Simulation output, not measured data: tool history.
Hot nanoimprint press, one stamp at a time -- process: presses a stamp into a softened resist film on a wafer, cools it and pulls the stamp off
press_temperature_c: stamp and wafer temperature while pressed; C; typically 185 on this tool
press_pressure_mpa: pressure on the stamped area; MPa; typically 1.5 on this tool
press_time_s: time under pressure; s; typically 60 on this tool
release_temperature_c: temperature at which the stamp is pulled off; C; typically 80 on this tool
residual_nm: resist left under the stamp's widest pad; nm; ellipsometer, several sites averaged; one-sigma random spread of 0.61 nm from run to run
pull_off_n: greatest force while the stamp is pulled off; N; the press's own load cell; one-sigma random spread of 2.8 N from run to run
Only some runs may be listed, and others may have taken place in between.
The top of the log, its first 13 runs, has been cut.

run,hour,press_temperature_c,press_pressure_mpa,press_time_s,release_temperature_c,residual_nm,pull_off_n
14,170,185,1.5,60,80,164,134
15,178.5,185,1.5,60,80,164,129
16,187.2,185,1.5,60,80,163,132
17,202.5,193,1.53,66,80,110.7,132
18,215,193,1.53,35,66,145,153
19,231.8,184,1.5,60,80,169.4,131
20,246.8,184,1.5,60,80,169.5,131
21,262.6,194,1.21,32,73,160.6,143
22,281.3,194,1.21,32,73,160.5,143
23,299.1,194,1.21,32,73,159,144
24,309.9,178,1.63,110,80,168.3,127
25,319,178,1.63,110,80,168.1,129
# hour 320.2: gauge calibrated
26,332,178,1.63,110,80,171.8,129
27,340.4,178,1.64,110,80,170.7,129
28,348.3,178,1.64,110,80,171.2,131
29,366.9,178,1.64,110,80,171,128
30,374.9,185,1.5,60,76,166,137
31,385.5,185,1.5,50,85,175.8,121

Branching from run 31: 3 alternative next runs. What would each branch give?
A,395.5,177,1.64,50,85,?,?
B,395.5,185,1.76,67,74,?,?
C,395.5,185,1.56,30,85,?,?

run,residual_nm,pull_off_n
A,230.3,124
B,148.5,143
C,206.1,124
What these runs would have given with no unlogged condition in the tool:
run,residual_nm,pull_off_n
A,231.8,123
B,149.5,142
C,207.4,123
